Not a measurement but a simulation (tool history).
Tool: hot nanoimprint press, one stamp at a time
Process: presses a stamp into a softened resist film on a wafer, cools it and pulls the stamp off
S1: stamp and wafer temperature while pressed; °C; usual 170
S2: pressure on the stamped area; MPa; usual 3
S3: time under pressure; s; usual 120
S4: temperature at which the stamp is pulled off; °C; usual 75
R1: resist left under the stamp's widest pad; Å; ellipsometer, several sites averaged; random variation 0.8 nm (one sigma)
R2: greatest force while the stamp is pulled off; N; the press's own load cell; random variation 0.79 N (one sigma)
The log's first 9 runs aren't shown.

run   hour   S1    S2   S3  S4    R1     R2
 10  275.5  170     3  120  77  1944  127.9
 11  300.7  170     3  120  77  1939    129
 12  327.5  170     3  120  77  1925  128.9
 13  350.3  170   4.5  120  75  1636  130.8
 14    392  170   4.5  120  75  1643  129.9
 15  421.9  170   4.5  120  75  1642  133.3
 16  452.6  169   4.5  102  75  1838  131.5
     493.4  -- stamp cleaned and given a new release coat
 17  500.1  169  4.34  118  75  1769  127.8
 18  536.2  180     3  120  75  1087  128.5
 19  575.3  179     3  120  64  1144    141
 20  618.2  164     3   95  81  2810  121.8
 21  638.7  164     3   95  81  2788    121
 22  678.9  172  2.98  120  75  1721  131.1
 23  707.4  170     3   82  75  2189  130.5
 24  738.1  170  1.98   82  66  2528    141
 25  779.1  161     3  178  75  2718    130
 26  797.9  178  1.94  110  61  1527  148.5
     809.9  -- plate thermocouple calibrated
 27  840.7  178  1.94  110  61  1567    149
 28  881.8  170     3  112  75  2005  132.6
     902.4  -- stamp cleaned and given a new release coat
 29  931.2  170     3  112  75  2015  127.1
 30    961  170     3  112  75  2016  128.1

4 ways to go on from here, each from the tool as it stands after run 30. What would each give?
  A  998.3  170  2.47  120  75   ?   ?
  B  998.3  172     3   75  75   ?   ?
  C  998.3  170     3   86  71   ?   ?
  D  998.3  168  3.57   77  75   ?   ?

run    R1     R2
  A  2101  128.5
  B  2073  128.5
  C  2194  133.7
  D  2350  128.2
Without the tool's hidden state the same runs would have given:
run    R1     R2
  A  2086  127.4
  B  2045  127.4
  C  2167  132.5
  D  2313  127.1

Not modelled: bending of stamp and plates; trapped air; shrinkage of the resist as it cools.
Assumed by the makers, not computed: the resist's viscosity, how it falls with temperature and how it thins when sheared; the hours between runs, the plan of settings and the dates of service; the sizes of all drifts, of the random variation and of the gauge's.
